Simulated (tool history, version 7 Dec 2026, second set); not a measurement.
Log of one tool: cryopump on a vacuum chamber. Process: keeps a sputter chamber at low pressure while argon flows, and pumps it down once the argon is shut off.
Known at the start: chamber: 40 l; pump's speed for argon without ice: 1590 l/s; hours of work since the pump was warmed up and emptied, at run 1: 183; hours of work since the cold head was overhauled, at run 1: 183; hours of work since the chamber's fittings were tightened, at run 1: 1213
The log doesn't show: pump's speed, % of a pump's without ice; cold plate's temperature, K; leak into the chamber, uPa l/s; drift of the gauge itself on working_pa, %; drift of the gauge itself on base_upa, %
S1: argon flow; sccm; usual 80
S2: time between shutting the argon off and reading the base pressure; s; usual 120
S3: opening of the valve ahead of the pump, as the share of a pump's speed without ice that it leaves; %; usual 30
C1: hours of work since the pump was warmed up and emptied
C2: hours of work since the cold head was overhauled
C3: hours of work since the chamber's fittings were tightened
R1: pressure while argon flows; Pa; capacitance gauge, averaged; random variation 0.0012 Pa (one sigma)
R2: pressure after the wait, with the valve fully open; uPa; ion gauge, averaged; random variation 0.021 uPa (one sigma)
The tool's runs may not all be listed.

{"run": 1, "hour": 0.0, "S1": 80, "S2": 120, "S3": 30, "C1": 183, "C2": 183, "C3": 1213, "R1": 0.2887, "R2": 1.09}
{"run": 2, "hour": 18.5, "S1": 98, "S2": 120, "S3": 30, "C1": 199, "C2": 199, "C3": 1229, "R1": 0.3558, "R2": 1.08}
{"run": 3, "hour": 47.4, "S1": 98, "S2": 120, "S3": 30, "C1": 224, "C2": 224, "C3": 1254, "R1": 0.3602, "R2": 1.15}
{"run": 4, "hour": 71.5, "S1": 58, "S2": 120, "S3": 30, "C1": 245, "C2": 245, "C3": 1274, "R1": 0.2115, "R2": 1.13}
{"run": 5, "hour": 93.5, "S1": 80, "S2": 120, "S3": 30, "C1": 263, "C2": 263, "C3": 1293, "R1": 0.2917, "R2": 1.14}
{"run": 6, "hour": 110.5, "S1": 80, "S2": 120, "S3": 30, "C1": 278, "C2": 278, "C3": 1308, "R1": 0.2913, "R2": 1.16}
{"run": 7, "hour": 134.5, "S1": 80, "S2": 41, "S3": 30, "C1": 299, "C2": 299, "C3": 1328, "R1": 0.2948, "R2": 1.65}
{"run": 8, "hour": 161.9, "S1": 80, "S2": 120, "S3": 30, "C1": 322, "C2": 322, "C3": 1352, "R1": 0.2972, "R2": 1.18}
{"run": 9, "hour": 179.0, "S1": 80, "S2": 120, "S3": 30, "C1": 337, "C2": 337, "C3": 1367, "R1": 0.2944, "R2": 1.3}
{"run": 10, "hour": 204.7, "S1": 80, "S2": 120, "S3": 30, "C1": 359, "C2": 359, "C3": 1389, "R1": 0.2952, "R2": 1.28}
{"run": 11, "hour": 223.2, "S1": 80, "S2": 120, "S3": 30, "C1": 375, "C2": 375, "C3": 1405, "R1": 0.2947, "R2": 1.25}
{"run": 12, "hour": 241.0, "S1": 80, "S2": 120, "S3": 30, "C1": 390, "C2": 390, "C3": 1420, "R1": 0.2964, "R2": 1.26}
{"run": 13, "hour": 262.2, "S1": 80, "S2": 120, "S3": 30, "C1": 408, "C2": 408, "C3": 1438, "R1": 0.2997, "R2": 1.27}
{"run": 14, "hour": 282.4, "S1": 80, "S2": 120, "S3": 30, "C1": 426, "C2": 426, "C3": 1456, "R1": 0.299, "R2": 1.35}
{"run": 15, "hour": 306.4, "S1": 80, "S2": 120, "S3": 30, "C1": 446, "C2": 446, "C3": 1476, "R1": 0.2994, "R2": 1.33}
{"run": 16, "hour": 332.4, "S1": 80, "S2": 120, "S3": 30, "C1": 469, "C2": 469, "C3": 1498, "R1": 0.3003, "R2": 1.4}
{"run": 17, "hour": 346.0, "S1": 80, "S2": 120, "S3": 30, "C1": 480, "C2": 480, "C3": 1510, "R1": 0.3011, "R2": 1.4}
{"run": 18, "hour": 375.4, "S1": 80, "S2": 120, "S3": 30, "C1": 506, "C2": 506, "C3": 1535, "R1": 0.3012, "R2": 1.48}
{"run": 19, "hour": 391.7, "S1": 102, "S2": 40, "S3": 27, "C1": 520, "C2": 520, "C3": 1549, "R1": 0.4251, "R2": 1.88}
{"run": 20, "hour": 416.8, "S1": 150, "S2": 40, "S3": 55, "C1": 541, "C2": 541, "C3": 1571, "R1": 0.3251, "R2": 1.87}
{"run": 21, "hour": 442.4, "S1": 150, "S2": 40, "S3": 55, "C1": 563, "C2": 563, "C3": 1593, "R1": 0.3271, "R2": 1.88}

Run 22 comes next. What will it give?
{"hour": 453.7, "done": "pump warmed up, emptied and cooled again"}
{"run": 22, "hour": 470.7, "S1": 152, "S2": 79, "S3": 57, "C1": 15, "C2": 583, "C3": 1613, "R1": "?", "R2": "?"}

Run 22 gave R1 0.2857 Pa, R2 1.33 uPa.
Without the tool's hidden state the same run would have given R1 0.2837 Pa, R2 0.51 uPa.
